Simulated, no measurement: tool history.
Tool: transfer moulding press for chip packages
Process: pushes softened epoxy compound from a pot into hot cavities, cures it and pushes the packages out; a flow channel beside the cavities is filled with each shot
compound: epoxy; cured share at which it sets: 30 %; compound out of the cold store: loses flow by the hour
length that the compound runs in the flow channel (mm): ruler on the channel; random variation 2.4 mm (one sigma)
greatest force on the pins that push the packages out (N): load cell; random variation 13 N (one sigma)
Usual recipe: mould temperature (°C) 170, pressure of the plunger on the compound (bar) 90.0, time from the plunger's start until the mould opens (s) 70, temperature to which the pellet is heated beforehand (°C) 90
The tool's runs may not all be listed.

run,day,mould temperature (°C),pressure of the plunger on the compound (bar),time from the plunger's start until the mould opens (s),temperature to which the pellet is heated beforehand (°C),incoming compound's hours out of the cold store,length that the compound runs in the flow channel (mm),greatest force on the pins that push the packages out (N)
1,0.000,170,90.0,70,90,16.4,503,882
# day 0.267: cavities cleaned with cleaning compound and waxed
# day 1.154: plunger's sealing rings changed
# day 1.358: cavities cleaned with cleaning compound and waxed
# day 2.254: cavities cleaned with cleaning compound and waxed
2,2.942,173,90.0,70,90,14.7,517,773
# day 3.171: cavities cleaned with cleaning compound and waxed
# day 4.104: cavities cleaned with cleaning compound and waxed
3,4.229,173,90.0,70,90,32.4,467,544
# day 4.996: cavities cleaned with cleaning compound and waxed
# day 5.958: cavities cleaned with cleaning compound and waxed
# day 6.929: cavities cleaned with cleaning compound and waxed
4,6.929,173,90.0,94,90,37.5,454,396
# day 7.892: cavities cleaned with cleaning compound and waxed
5,8.612,173,90.0,94,90,46.5,419,658
# day 8.812: cavities cleaned with cleaning compound and waxed
# day 9.096: mould's thermocouples calibrated
# day 9.833: cavities cleaned with cleaning compound and waxed
# day 10.854: cavities cleaned with cleaning compound and waxed
6,11.321,173,90.0,94,90,39.7,431,560
# day 11.771: cavities cleaned with cleaning compound and waxed
# day 12.246: plunger's sealing rings changed
# day 12.771: cavities cleaned with cleaning compound and waxed
7,13.171,173,90.0,94,90,24.0,493,553
# day 13.783: cavities cleaned with cleaning compound and waxed
# day 14.775: cavities cleaned with cleaning compound and waxed
8,15.558,170,90.0,70,90,19.6,506,877
# day 15.817: cavities cleaned with cleaning compound and waxed
# day 16.783: cavities cleaned with cleaning compound and waxed
# day 17.717: cavities cleaned with cleaning compound and waxed
9,17.929,171,90.0,70,90,10.8,527,606
# day 18.362: mould's thermocouples calibrated, once more
# day 18.675: cavities cleaned with cleaning compound and waxed
# day 19.579: cavities cleaned with cleaning compound and waxed
# day 20.538: cavities cleaned with cleaning compound and waxed
10,20.871,171,90.0,70,90,39.1,441,709
# day 21.433: cavities cleaned with cleaning compound and waxed
# day 22.321: cavities cleaned with cleaning compound and waxed
11,22.892,170,90.0,70,90,28.0,463,869
# day 23.362: plunger's sealing rings changed
# day 23.425: cavities cleaned with cleaning compound and waxed
# day 24.367: cavities cleaned with cleaning compound and waxed
12,24.950,170,90.0,70,100,29.2,482,828
# day 25.329: cavities cleaned with cleaning compound and waxed
# day 26.342: cavities cleaned with cleaning compound and waxed
13,26.696,164,73.6,62,100,12.4,484,1609
# day 27.358: cavities cleaned with cleaning compound and waxed
14,27.879,164,73.6,62,100,43.4,402,1469
# day 28.279: cavities cleaned with cleaning compound and waxed
# day 29.238: cavities cleaned with cleaning compound and waxed
15,29.962,167,90.0,70,90,30.2,473,1080
# day 30.133: cavities cleaned with cleaning compound and waxed
# day 31.100: cavities cleaned with cleaning compound and waxed
# day 32.042: cavities cleaned with cleaning compound and waxed
16,32.642,167,90.0,70,90,46.4,423,1011
# day 33.017: cavities cleaned with cleaning compound and waxed
# day 33.996: cavities cleaned with cleaning compound and waxed
# day 34.504: plunger's sealing rings changed
# day 35.096: cavities cleaned with cleaning compound and waxed
17,35.392,173,90.0,70,99,42.3,447,616
# day 36.171: cavities cleaned with cleaning compound and waxed
# day 37.146: cavities cleaned with cleaning compound and waxed
18,37.796,170,73.7,70,99,31.0,425,882
# day 38.058: cavities cleaned with cleaning compound and waxed
# day 39.071: cavities cleaned with cleaning compound and waxed
# day 39.950: cavities cleaned with cleaning compound and waxed
19,40.150,164,90.3,70,86,21.2,502,1045
# day 40.875: cavities cleaned with cleaning compound and waxed
20,41.629,177,90.0,70,90,8.5,521,783
# day 41.896: cavities cleaned with cleaning compound and waxed
# day 42.871: cavities cleaned with cleaning compound and waxed
21,43.233,177,90.0,70,90,24.5,474,582
# day 43.817: cavities cleaned with cleaning compound and waxed
# day 44.708: cavities cleaned with cleaning compound and waxed
22,44.812,177,90.0,70,90,36.6,435,460
# day 45.454: plunger's sealing rings changed
# day 45.888: cavities cleaned with cleaning compound and waxed
# day 46.792: cavities cleaned with cleaning compound and waxed
# day 47.671: cavities cleaned with cleaning compound and waxed
23,47.671,174,90.0,70,90,13.3,523,483

For some of the steps in length that the compound runs in the flow channel (mm) from one run to the next: how much would appear even if the tool had no hidden state, given the settings, what came in and random variation, and how much remains for the hidden state plus any gauge scatter that the measured result and the result without hidden state don't share?
Hidden conditions of the tool in this case: true mould temperature over the reading, C; pressure that reaches the compound, % of what is set; grip of the stained cavities, % over clean ones'; drift of the gauge itself on flow_mm, %; drift of the gauge itself on push_out_n, %.
Run 1 -> 2: mould temperature (°C) 170 -> 173, cavities cleaned with cleaning compound and waxed, plunger's sealing rings changed, cavities cleaned with cleaning compound and waxed, cavities cleaned with cleaning compound and waxed. length that the compound runs in the flow channel (mm) +14: hidden state +22, all else -8.
Run 9 -> 10: mould's thermocouples calibrated, once more, cavities cleaned with cleaning compound and waxed, cavities cleaned with cleaning compound and waxed, cavities cleaned with cleaning compound and waxed. length that the compound runs in the flow channel (mm) -86: hidden state -1, all else -85.
Run 11 -> 12: temperature to which the pellet is heated beforehand (°C) 90 -> 100, plunger's sealing rings changed, cavities cleaned with cleaning compound and waxed, cavities cleaned with cleaning compound and waxed. length that the compound runs in the flow channel (mm) +19: hidden state +23, all else -4.
Run 22 -> 23: mould temperature (°C) 177 -> 174, plunger's sealing rings changed, cavities cleaned with cleaning compound and waxed, cavities cleaned with cleaning compound and waxed, cavities cleaned with cleaning compound and waxed. length that the compound runs in the flow channel (mm) +88: hidden state +19, all else +69.
